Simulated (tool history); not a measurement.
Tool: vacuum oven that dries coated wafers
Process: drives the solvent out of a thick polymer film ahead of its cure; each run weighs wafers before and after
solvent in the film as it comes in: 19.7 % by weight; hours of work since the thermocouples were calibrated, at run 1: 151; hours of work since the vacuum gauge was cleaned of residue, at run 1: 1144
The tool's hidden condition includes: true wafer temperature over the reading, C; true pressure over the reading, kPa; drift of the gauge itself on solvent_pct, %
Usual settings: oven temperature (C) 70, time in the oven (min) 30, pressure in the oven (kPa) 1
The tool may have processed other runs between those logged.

run,hour,oven temperature (C),time in the oven (min),pressure in the oven (kPa),hours of work since the thermocouples were calibrated,hours of work since the vacuum gauge was cleaned of residue,solvent left in the film (%)
1,0,70,30,1,151,1144,1.38
2,64.5,70,30,1,196,1189,1.36
3,112.2,70,30,1,229,1223,1.43
4,182.9,65,30,1,279,1272,2.12
5,231.4,70,39,1,313,1306,1.03
6,267.4,70,39,1,338,1331,1.05
7,318.2,70,39,1,373,1367,1.05
8,389.5,70,39,1,423,1416,0.99
9,454.7,70,39,1,469,1462,1.06
10,490.9,70,39,1,494,1487,1.04
11,565.2,70,39,1,546,1539,1.02
12,626.9,62,30,3.5,589,1582,4.33
13,674.9,62,30,3.5,622,1616,4.31
14,733.2,62,30,3.5,663,1656,4.33
15,805.9,62,41,1.12,714,1707,1.98
16,846.4,62,16,1.08,742,1735,5.52

Alternative continuations, all from the tool just after run 16; predict every row:
A,907.6,62,45,1.08,785,1778,?
B,907.6,70,30,2.35,785,1778,?
C,907.6,64,30,1,785,1778,?

run,solvent left in the film (%)
A,1.78
B,2.08
C,2.26
Had the tool no hidden state, the same runs would have come out as:
run,solvent left in the film (%)
A,1.36
B,1.84
C,1.97
